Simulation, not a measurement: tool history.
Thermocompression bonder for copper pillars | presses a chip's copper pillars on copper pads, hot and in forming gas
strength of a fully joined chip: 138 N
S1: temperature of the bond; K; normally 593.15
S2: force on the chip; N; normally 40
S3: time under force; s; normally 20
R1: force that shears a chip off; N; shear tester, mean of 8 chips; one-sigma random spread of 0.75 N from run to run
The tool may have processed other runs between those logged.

run,hour,S1,S2,S3,R1
1,0,593.15,40,20,49.2
2,10,593.15,40,20,48.4
# hour 12.2: forming gas filter changed
3,16.4,593.15,40,20,52.1
4,21,593.15,40,20,53.7
5,29.6,593.15,40,20,54.4
6,38.2,593.15,40,20,52.6
7,44.7,593.15,40,20,54.7
8,51.5,593.15,54,20,67.5
9,58.6,593.15,54,20,66.9
10,67.8,593.15,54,20,67.5
11,76.5,604.15,25,55,58.5
12,85.5,604.15,25,55,58.8
13,90.7,604.15,25,55,57.6
14,99.9,604.15,25,55,57.9
15,108.4,583.15,39,10,32.2
16,113,589.15,39,17,44.8
17,118.2,600.15,39,42,70
18,126.1,600.15,27,42,54.6
19,133.9,600.15,27,20,40
20,139.9,598.15,27,10,27.9

Difference, measured minus no-hidden-state, one row per run. Run-to-run variation is common to both terms; the gauge's own scatter need not be:
The hidden state here: true temperature of the bond over the reading, C; force that reaches the chip, % of what is set; oxide that the forming gas leaves, % of the face; drift of the gauge itself on shear_n, %.
run,R1
1,-8.3
2,-8.5
3,-3.1
4,-3.3
5,-3.5
6,-3.5
7,-3.7
8,-4.3
9,-4.5
10,-4.7
11,-4.3
12,-4.5
13,-4.5
14,-4.8
15,-3.3
16,-4.3
17,-5.7
18,-5
19,-4.1
20,-3.1
